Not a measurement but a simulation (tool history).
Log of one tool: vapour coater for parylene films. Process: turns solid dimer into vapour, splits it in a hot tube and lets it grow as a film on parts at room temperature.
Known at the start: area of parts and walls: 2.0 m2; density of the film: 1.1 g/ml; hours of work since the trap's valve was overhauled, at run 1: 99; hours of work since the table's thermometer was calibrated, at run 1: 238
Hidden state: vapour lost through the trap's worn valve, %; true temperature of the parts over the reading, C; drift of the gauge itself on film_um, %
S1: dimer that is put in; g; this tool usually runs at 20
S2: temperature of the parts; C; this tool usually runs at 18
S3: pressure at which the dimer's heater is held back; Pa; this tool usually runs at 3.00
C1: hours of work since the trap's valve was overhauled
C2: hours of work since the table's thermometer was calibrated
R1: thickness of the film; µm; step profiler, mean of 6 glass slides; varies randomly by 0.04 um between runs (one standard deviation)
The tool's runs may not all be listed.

run,day,S1,S2,S3,C1,C2,R1
1,0.000,20,18,3.00,99,238,6.23
2,2.121,20,18,3.00,120,259,6.25
3,4.242,20,18,3.00,141,280,6.29
4,6.358,20,18,3.00,162,301,6.32
5,8.462,20,18,3.00,182,321,6.23
6,10.479,20,18,3.00,202,341,6.33
7,13.338,20,18,3.00,230,369,6.26
8,16.425,35,18,3.00,260,399,10.97
9,18.696,35,18,3.00,283,422,10.95
10,21.375,35,18,3.00,309,448,10.98
11,24.538,35,18,3.00,340,479,10.90
12,27.283,20,10,3.00,367,506,8.91
13,28.838,20,18,3.00,382,521,6.27
14,31.725,20,18,3.00,410,549,6.22
15,34.033,20,30,3.00,433,572,3.58
16,36.592,20,30,3.00,458,597,3.55
17,39.729,20,30,3.00,489,628,3.52
18,41.388,20,18,2.66,505,644,6.41
19,44.521,20,18,2.66,536,675,6.37
20,47.679,20,18,2.66,566,705,6.32
21,49.712,20,19,6.52,586,725,5.22
22,51.317,25,23,3.46,602,741,6.01
# day 52.050: trap's valve overhauled
23,53.142,31,17,10.56,11,757,8.13
24,55.462,31,17,10.56,33,780,8.19
25,57.125,31,17,10.56,50,796,8.23
26,59.225,22,22,8.55,70,817,4.79
27,61.333,22,22,8.55,91,838,4.74
28,63.592,22,22,8.55,113,860,4.76
29,65.800,22,22,8.55,135,881,4.71
30,67.562,22,22,8.55,152,899,4.81
31,69.988,22,21,2.96,176,922,6.00
32,72.604,27,15,4.42,201,948,9.12
33,75.554,13,23,6.40,230,977,2.84
34,77.579,13,10,2.79,250,997,5.73
35,80.800,32,12,5.49,282,1028,12.11
36,83.208,11,18,8.89,305,1052,2.87
37,84.738,11,18,8.89,320,1067,2.85
38,86.129,20,10,4.30,334,1080,8.51
39,88.746,20,10,4.30,359,1106,8.68
40,90.375,20,10,4.30,375,1122,8.54

Branching from run 40: 5 alternative next runs. What would each branch give?
A,93.258,20,13,4.30,404,1150,?
B,93.258,16,27,6.31,404,1150,?
C,93.258,28,18,3.00,404,1150,?
D,93.258,10,26,3.70,404,1150,?
E,93.258,20,10,4.30,404,1150,?

run,R1
A,7.50
B,2.87
C,8.73
D,2.02
E,8.71
With no hidden state in the tool, these same runs would have given:
run,R1
A,7.50
B,2.87
C,8.73
D,2.02
E,8.71

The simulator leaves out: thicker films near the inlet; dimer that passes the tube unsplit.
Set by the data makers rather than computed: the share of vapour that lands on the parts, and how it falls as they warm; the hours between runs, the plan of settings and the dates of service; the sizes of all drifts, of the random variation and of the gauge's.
